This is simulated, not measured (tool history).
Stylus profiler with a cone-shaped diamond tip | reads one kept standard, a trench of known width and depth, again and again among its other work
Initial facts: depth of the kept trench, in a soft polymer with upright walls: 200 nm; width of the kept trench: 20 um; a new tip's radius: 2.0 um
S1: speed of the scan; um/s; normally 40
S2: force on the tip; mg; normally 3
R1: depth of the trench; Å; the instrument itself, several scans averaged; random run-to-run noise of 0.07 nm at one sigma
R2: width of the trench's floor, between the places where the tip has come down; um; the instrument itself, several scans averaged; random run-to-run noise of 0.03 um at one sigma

run,day,S1,S2,R1,R2
1,0,40,3,2035.9,17.81
2,2.362,45,3,2036.2,17.79
3,5.079,40,3,2037.1,17.78
4,7.396,40,3,2034.6,17.73
5,11.208,40,3,2036.2,17.67
6,15.904,40,2.57,2034.6,17.65
7,21.104,40,2.57,2034.6,17.54
8,23.488,33,8.48,2073,17.7
9,27.546,40,5.89,2058.6,17.61
10,32.246,40,5.89,2057,17.55
11,35.404,40,3.13,2040,17.48
12,39.388,32,3.27,2043,17.44
13,44.45,158,1.01,2023.1,15.98

Branching from run 13: 3 alternative next runs. What would each branch give?
A,48.279,125,1.01,?,?
B,48.279,158,1.35,?,?
C,48.279,139,2.27,?,?

run,R1,R2
A,2024.3,16.28
B,2027.1,16.18
C,2035.5,16.64
The same runs, with their run-to-run variation unchanged, on a tool lacking any hidden condition would have given:
run,R1,R2
A,2016.2,16.99
B,2018.9,16.89
C,2027.3,17.36
